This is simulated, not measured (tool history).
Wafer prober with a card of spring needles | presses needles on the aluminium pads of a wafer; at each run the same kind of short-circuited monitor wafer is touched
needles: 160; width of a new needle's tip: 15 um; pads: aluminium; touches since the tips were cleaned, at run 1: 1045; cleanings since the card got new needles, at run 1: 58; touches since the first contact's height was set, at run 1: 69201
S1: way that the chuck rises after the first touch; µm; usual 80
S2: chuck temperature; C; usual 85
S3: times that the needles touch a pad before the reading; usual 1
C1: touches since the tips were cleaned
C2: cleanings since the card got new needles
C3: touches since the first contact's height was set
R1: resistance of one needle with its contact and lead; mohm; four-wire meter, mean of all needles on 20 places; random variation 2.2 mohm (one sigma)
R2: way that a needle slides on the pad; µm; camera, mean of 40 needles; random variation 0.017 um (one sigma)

Run 1, day 0: usual settings; C1 1045; C2 58; C3 69201. Result: R1 270 mohm, R2 12.41 µm.
At day 0.475: tips cleaned on abrasive film.
Run 2, day 0.904: usual settings; C1 5163; C2 59; C3 80024. Result: R1 312 mohm, R2 12.4 µm.
At day 1.012: tips cleaned on abrasive film.
At day 1.538: tips cleaned on abrasive film.
Run 3, day 1.538: usual settings; C1 0; C2 61; C3 87551. Result: R1 247 mohm, R2 12.36 µm.
At day 2.108: tips cleaned on abrasive film.
At day 2.646: tips cleaned on abrasive film.
Run 4, day 2.892: usual settings; C1 2972; C2 63; C3 103739. Result: R1 293 mohm, R2 12.36 µm.
At day 3.254: tips cleaned on abrasive film.
Run 5, day 3.646: usual settings but S3 2; C1 4732; C2 64; C3 112747. Result: R1 277 mohm, R2 12.3 µm.
At day 3.775: tips cleaned on abrasive film.
At day 4.367: tips cleaned on abrasive film.
Run 6, day 4.758: usual settings; C1 4697; C2 66; C3 126030. Result: R1 311 mohm, R2 12.28 µm.
At day 4.971: tips cleaned on abrasive film.
Run 7, day 5.412: usual settings; C1 5267; C2 67; C3 133811. Result: R1 313 mohm, R2 12.27 µm.
At day 5.55: tips cleaned on abrasive film.
At day 6.125: tips cleaned on abrasive film.
Run 8, day 6.3: usual settings; C1 2096; C2 69; C3 144416. Result: R1 288 mohm, R2 12.26 µm.
At day 6.654: tips cleaned on abrasive film.
At day 7.171: tips cleaned on abrasive film.
Run 9, day 7.458: usual settings; C1 3471; C2 71; C3 158227. Result: R1 300 mohm, R2 12.22 µm.
At day 7.704: tips cleaned on abrasive film.
At day 8.254: tips cleaned on abrasive film.
Run 10, day 8.412: usual settings; C1 1866; C2 73; C3 169589. Result: R1 291 mohm, R2 12.19 µm.
At day 8.788: tips cleaned on abrasive film.
At day 8.8: height of the first contact set anew.
At day 9.346: tips cleaned on abrasive film.
Run 11, day 9.346: usual settings but S1 67 µm; C1 0; C2 75; C3 6544. Result: R1 256 mohm, R2 10.52 µm.
At day 9.888: tips cleaned on abrasive film.
Run 12, day 10.2: usual settings but S2 27 C; C1 3764; C2 76; C3 16728. Result: R1 297 mohm, R2 12.56 µm.
At day 10.417: tips cleaned on abrasive film.
At day 10.996: tips cleaned on abrasive film.
At day 11.571: tips cleaned on abrasive film.
Run 13, day 11.612: usual settings but S2 27 C; C1 508; C2 79; C3 33562. Result: R1 243 mohm, R2 12.48 µm.
At day 12.196: tips cleaned on abrasive film.
Run 14, day 12.238: usual settings but S2 27 C; C1 544; C2 80; C3 41063. Result: R1 246 mohm, R2 12.47 µm.
At day 12.721: tips cleaned on abrasive film.
Run 15, day 12.871: usual settings but S2 65 C; C1 1846; C2 81; C3 48632. Result: R1 283 mohm, R2 12.5 µm.
At day 13.238: tips cleaned on abrasive film.
At day 13.788: tips cleaned on abrasive film.
Run 16, day 14.1: usual settings but S1 73 µm, S2 43 C; C1 3775; C2 83; C3 63308. Result: R1 315 mohm, R2 11.35 µm.
At day 14.358: tips cleaned on abrasive film.
At day 14.908: tips cleaned on abrasive film.
Run 17, day 15.179: usual settings but S1 82 µm, S2 74 C, S3 3; C1 3234; C2 85; C3 76158. Result: R1 259 mohm, R2 12.74 µm.
At day 15.512: tips cleaned on abrasive film.
At day 16.067: tips cleaned on abrasive film.
Run 18, day 16.571: usual settings but S1 82 µm, S2 123 C; C1 6031; C2 87; C3 92780. Result: R1 315 mohm, R2 12.71 µm.
At day 16.667: tips cleaned on abrasive film.
At day 17.2: tips cleaned on abrasive film.
Run 19, day 17.638: usual settings but S1 82 µm, S2 52 C; C1 5265; C2 89; C3 105524. Result: R1 304 mohm, R2 12.68 µm.
At day 17.721: tips cleaned on abrasive film.
At day 18.262: tips cleaned on abrasive film.
Run 20, day 18.262: usual settings but S1 82 µm, S2 52 C; C1 0; C2 91; C3 112940. Result: R1 234 mohm, R2 12.64 µm.
At day 18.879: tips cleaned on abrasive film.
At day 19.458: tips cleaned on abrasive film.
Run 21, day 19.729: usual settings but S1 82 µm, S2 52 C; C1 3236; C2 93; C3 130458. Result: R1 299 mohm, R2 12.63 µm.
At day 19.971: tips cleaned on abrasive film.
At day 20.517: tips cleaned on abrasive film.
At day 21.029: tips cleaned on abrasive film.
Run 22, day 21.246: usual settings but S2 67 C, S3 2; C1 2597; C2 96; C3 148553. Result: R1 279 mohm, R2 12.23 µm.
At day 21.65: tips cleaned on abrasive film.
Run 23, day 22.088: usual settings but S2 67 C, S3 2; C1 5263; C2 97; C3 158654. Result: R1 286 mohm, R2 12.21 µm.
At day 22.221: tips cleaned on abrasive film.
At day 22.783: tips cleaned on abrasive film.
Run 24, day 22.812: usual settings but S1 60 µm, S2 81 C, S3 2; C1 335; C2 99; C3 167248. Result: R1 267 mohm, R2 9.07 µm.

Forecast run 25:
At day 23.325: tips cleaned on abrasive film.
At day 23.442: height of the first contact set anew.
Run 25, day 23.638: usual settings but S1 60 µm, S2 28 C, S3 2; C1 3607; C2 100; C3 2324. Result: R1 ?, R2 ?.

{"run 25": {"R1": 306, "R2": 9.44}}
Without the tool's hidden state the same run would have given R1 228 mohm, R2 9.44 µm.
